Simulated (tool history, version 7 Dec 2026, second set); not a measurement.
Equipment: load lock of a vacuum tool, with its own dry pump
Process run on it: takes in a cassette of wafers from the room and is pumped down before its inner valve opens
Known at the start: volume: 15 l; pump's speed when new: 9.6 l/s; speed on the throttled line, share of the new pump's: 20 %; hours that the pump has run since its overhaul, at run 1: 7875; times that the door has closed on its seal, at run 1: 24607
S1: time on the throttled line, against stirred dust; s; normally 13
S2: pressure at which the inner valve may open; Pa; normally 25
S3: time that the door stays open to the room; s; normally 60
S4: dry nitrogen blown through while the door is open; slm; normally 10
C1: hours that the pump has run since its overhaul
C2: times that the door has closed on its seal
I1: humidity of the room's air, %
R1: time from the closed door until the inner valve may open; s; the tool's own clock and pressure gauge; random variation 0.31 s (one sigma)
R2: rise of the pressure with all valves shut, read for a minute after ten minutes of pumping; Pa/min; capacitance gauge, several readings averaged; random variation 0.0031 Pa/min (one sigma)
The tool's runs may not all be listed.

run 1 hour=0 | S1=13 S2=25 S3=60 S4=10 | C1=7875 C2=24607 | I1=45.8 | R1=23.9 R2=0.101
-- hour=216.5 door's seal changed, seat wiped
run 2 hour=262.9 | S1=13 S2=25 S3=60 S4=10 | C1=8136 C2=200 | I1=43.7 | R1=23.4 R2=0.089
run 3 hour=435.8 | S1=13 S2=25 S3=60 S4=10 | C1=8309 C2=945 | I1=44.6 | R1=23.1 R2=0.098
run 4 hour=572.5 | S1=13 S2=25 S3=60 S4=10 | C1=8446 C2=1534 | I1=41.7 | R1=23.6 R2=0.097
run 5 hour=890.7 | S1=22 S2=25 S3=60 S4=10 | C1=8764 C2=2905 | I1=44.6 | R1=30.7 R2=0.089
run 6 hour=1153.3 | S1=22 S2=25 S3=60 S4=10 | C1=9027 C2=4037 | I1=45.1 | R1=30.7 R2=0.098
run 7 hour=1389.1 | S1=22 S2=25 S3=60 S4=10 | C1=9263 C2=5053 | I1=47.5 | R1=30 R2=0.101
run 8 hour=1612.9 | S1=22 S2=25 S3=60 S4=10 | C1=9486 C2=6017 | I1=44.4 | R1=30.9 R2=0.091
run 9 hour=1933.8 | S1=22 S2=44 S3=60 S4=10 | C1=9807 C2=7400 | I1=44.8 | R1=29.9 R2=0.094
run 10 hour=2129 | S1=22 S2=44 S3=60 S4=10 | C1=10003 C2=8241 | I1=44.8 | R1=29.8 R2=0.098
run 11 hour=2428.2 | S1=22 S2=44 S3=60 S4=10 | C1=10302 C2=9530 | I1=48.8 | R1=30.1 R2=0.106
run 12 hour=2578.9 | S1=9 S2=25 S3=60 S4=10 | C1=10452 C2=10180 | I1=43.6 | R1=20.2 R2=0.09
run 13 hour=2789.1 | S1=9 S2=25 S3=60 S4=10 | C1=10663 C2=11085 | I1=48.2 | R1=19.8 R2=0.104
run 14 hour=2983.9 | S1=9 S2=25 S3=60 S4=10 | C1=10857 C2=11924 | I1=45.1 | R1=20 R2=0.097
run 15 hour=3225.9 | S1=9 S2=25 S3=60 S4=10 | C1=11099 C2=12967 | I1=44.4 | R1=20.7 R2=0.1
run 16 hour=3536.3 | S1=15 S2=32 S3=60 S4=10 | C1=11410 C2=14304 | I1=44.1 | R1=24.6 R2=0.093
run 17 hour=3728.7 | S1=15 S2=32 S3=60 S4=10 | C1=11602 C2=15134 | I1=42.6 | R1=24.5 R2=0.096
run 18 hour=4032 | S1=15 S2=32 S3=60 S4=10 | C1=11906 C2=16440 | I1=40 | R1=24.6 R2=0.083
run 19 hour=4256.2 | S1=8 S2=48 S3=30 S4=8 | C1=12130 C2=17407 | I1=43 | R1=18.2 R2=0.067
run 20 hour=4474.4 | S1=8 S2=48 S3=30 S4=8 | C1=12348 C2=18347 | I1=45.3 | R1=18.4 R2=0.065
run 21 hour=4608.9 | S1=21 S2=48 S3=126 S4=8 | C1=12482 C2=18926 | I1=43.5 | R1=28.8 R2=0.168
run 22 hour=4901.9 | S1=21 S2=48 S3=126 S4=8 | C1=12775 C2=20188 | I1=43.7 | R1=29.1 R2=0.171
run 23 hour=5201 | S1=13 S2=25 S3=54 S4=10 | C1=13074 C2=21477 | I1=43.6 | R1=23.3 R2=0.087

4 ways to go on from here, each from the tool as it stands after run 23. What would each give?
run A hour=5522.9 | S1=13 S2=25 S3=87 S4=11 | C1=13396 C2=22864 | I1=42.3 | R1=? R2=?
run B hour=5522.9 | S1=13 S2=35 S3=169 S4=5 | C1=13396 C2=22864 | I1=45.8 | R1=? R2=?
run C hour=5522.9 | S1=16 S2=48 S3=54 S4=10 | C1=13396 C2=22864 | I1=45.9 | R1=? R2=?
run D hour=5522.9 | S1=13 S2=20 S3=54 S4=10 | C1=13396 C2=22864 | I1=42.2 | R1=? R2=?

run=A R1=23.7 R2=0.115
run=B R1=23.3 R2=0.232
run=C R1=24.6 R2=0.098
run=D R1=23.5 R2=0.084
Without the tool's unlogged condition, the same runs would have read:
run=A R1=23.7 R2=0.113
run=B R1=23.3 R2=0.23
run=C R1=24.6 R2=0.096
run=D R1=23.5 R2=0.082
